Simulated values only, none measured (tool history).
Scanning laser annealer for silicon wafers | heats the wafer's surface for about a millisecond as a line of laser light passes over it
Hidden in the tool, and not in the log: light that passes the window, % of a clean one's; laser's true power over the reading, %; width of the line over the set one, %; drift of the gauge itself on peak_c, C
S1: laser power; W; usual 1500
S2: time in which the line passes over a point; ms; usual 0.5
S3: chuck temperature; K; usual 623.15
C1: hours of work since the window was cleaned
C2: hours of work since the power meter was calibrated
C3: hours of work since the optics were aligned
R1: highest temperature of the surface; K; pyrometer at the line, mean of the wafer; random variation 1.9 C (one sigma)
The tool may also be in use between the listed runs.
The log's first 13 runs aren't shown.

{"run": 14, "hour": 87.8, "S1": 1500, "S2": 0.5, "S3": 622.15, "C1": 645, "C2": 347, "C3": 122, "R1": 1374.15}
{"run": 15, "hour": 92.0, "S1": 1500, "S2": 0.5, "S3": 622.15, "C1": 649, "C2": 350, "C3": 125, "R1": 1374.15}
{"run": 16, "hour": 98.8, "S1": 1500, "S2": 0.5, "S3": 622.15, "C1": 653, "C2": 355, "C3": 130, "R1": 1378.15}
{"run": 17, "hour": 104.6, "S1": 1500, "S2": 0.5, "S3": 622.15, "C1": 658, "C2": 360, "C3": 134, "R1": 1375.15}
{"run": 18, "hour": 112.8, "S1": 1500, "S2": 0.5, "S3": 623.15, "C1": 664, "C2": 366, "C3": 140, "R1": 1376.15}
{"run": 19, "hour": 118.0, "S1": 1500, "S2": 0.5, "S3": 623.15, "C1": 668, "C2": 369, "C3": 144, "R1": 1374.15}
{"run": 20, "hour": 122.0, "S1": 1552, "S2": 0.5, "S3": 623.15, "C1": 670, "C2": 372, "C3": 147, "R1": 1401.15}
{"run": 21, "hour": 127.1, "S1": 1552, "S2": 0.5, "S3": 623.15, "C1": 674, "C2": 376, "C3": 151, "R1": 1403.15}
{"run": 22, "hour": 136.5, "S1": 1552, "S2": 0.5, "S3": 623.15, "C1": 681, "C2": 383, "C3": 158, "R1": 1402.15}
{"run": 23, "hour": 143.9, "S1": 1552, "S2": 0.5, "S3": 623.15, "C1": 687, "C2": 388, "C3": 163, "R1": 1404.15}
{"run": 24, "hour": 152.9, "S1": 1552, "S2": 0.5, "S3": 623.15, "C1": 693, "C2": 395, "C3": 170, "R1": 1401.15}
{"run": 25, "hour": 157.7, "S1": 1626, "S2": 0.5, "S3": 591.15, "C1": 697, "C2": 399, "C3": 173, "R1": 1404.15}
{"run": 26, "hour": 166.7, "S1": 1626, "S2": 0.5, "S3": 591.15, "C1": 703, "C2": 405, "C3": 180, "R1": 1409.15}
{"hour": 170.7, "done": "window over the wafer cleaned"}
{"run": 27, "hour": 173.3, "S1": 1561, "S2": 0.5, "S3": 617.15, "C1": 2, "C2": 409, "C3": 183, "R1": 1421.15}

Forecast run 28:
{"run": 28, "hour": 181.3, "S1": 1509, "S2": 0.5, "S3": 594.15, "C1": 8, "C2": 414, "C3": 189, "R1": "?"}

Run 28 gave R1 1371.15 K.
Without the tool's hidden state the same run would have given R1 1381.15 K.
